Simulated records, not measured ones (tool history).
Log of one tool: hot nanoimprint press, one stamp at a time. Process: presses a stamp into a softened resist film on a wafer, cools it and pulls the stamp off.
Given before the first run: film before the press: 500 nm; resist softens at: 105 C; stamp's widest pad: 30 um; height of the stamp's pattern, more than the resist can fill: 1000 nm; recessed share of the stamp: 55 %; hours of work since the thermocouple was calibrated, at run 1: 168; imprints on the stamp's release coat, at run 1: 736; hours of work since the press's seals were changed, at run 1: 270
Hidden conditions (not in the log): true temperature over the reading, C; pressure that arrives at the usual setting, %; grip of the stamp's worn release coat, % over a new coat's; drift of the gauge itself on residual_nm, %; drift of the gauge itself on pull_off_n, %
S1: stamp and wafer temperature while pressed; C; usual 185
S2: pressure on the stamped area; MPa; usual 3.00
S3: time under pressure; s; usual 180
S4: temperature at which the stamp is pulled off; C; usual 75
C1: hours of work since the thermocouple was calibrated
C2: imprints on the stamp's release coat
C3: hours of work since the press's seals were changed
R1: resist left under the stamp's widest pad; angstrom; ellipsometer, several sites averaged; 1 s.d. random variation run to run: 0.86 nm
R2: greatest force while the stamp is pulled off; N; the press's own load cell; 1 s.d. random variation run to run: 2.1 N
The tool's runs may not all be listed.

run   hour   S1    S2   S3  S4   C1    C2   C3    R1   R2
  1    0.0  185  3.00  180  75  168   736  270  2364  141
  2   19.9  185  3.00  180  75  177   782  279  2380  141
  3   42.7  185  3.00  180  75  188   834  289  2363  137
  4   62.0  185  3.00  180  75  197   878  298  2360  143
  5   80.5  185  3.00  180  75  205   921  307  2359  143
  6  103.1  184  3.00  180  75  216   973  317  2456  138
  7  116.4  184  3.00  180  75  222  1003  323  2457  147
  8  128.3  184  3.00  180  75  227  1030  329  2437  144
  9  138.1  184  3.00  180  75  232  1053  333  2450  143
 10  157.4  185  3.37  180  75  241  1097  342  2202  144
 11  174.6  185  3.00  180  82  249  1136  350  2343  116
 12  196.4  185  3.00  180  82  259  1186  361  2349  112
     212.8  -- stamp cleaned and given a new release coat
 13  223.7  176  3.00  180  82  269    25  370  3184   98
 14  234.4  185  3.00  180  66  274    50  375  2340  157
 15  255.6  185  3.00  180  75  284    98  385  2340  122

Run 16, settings as shown, results not yet in. Your forecast:
 16  273.1  192  2.31  216  61  292  138  393   ?   ?

{"run 16": {"R1": 1977, "R2": 183}}
Had the tool carried no hidden state, the very same run would have given R1 2069 angstrom, R2 185 N.
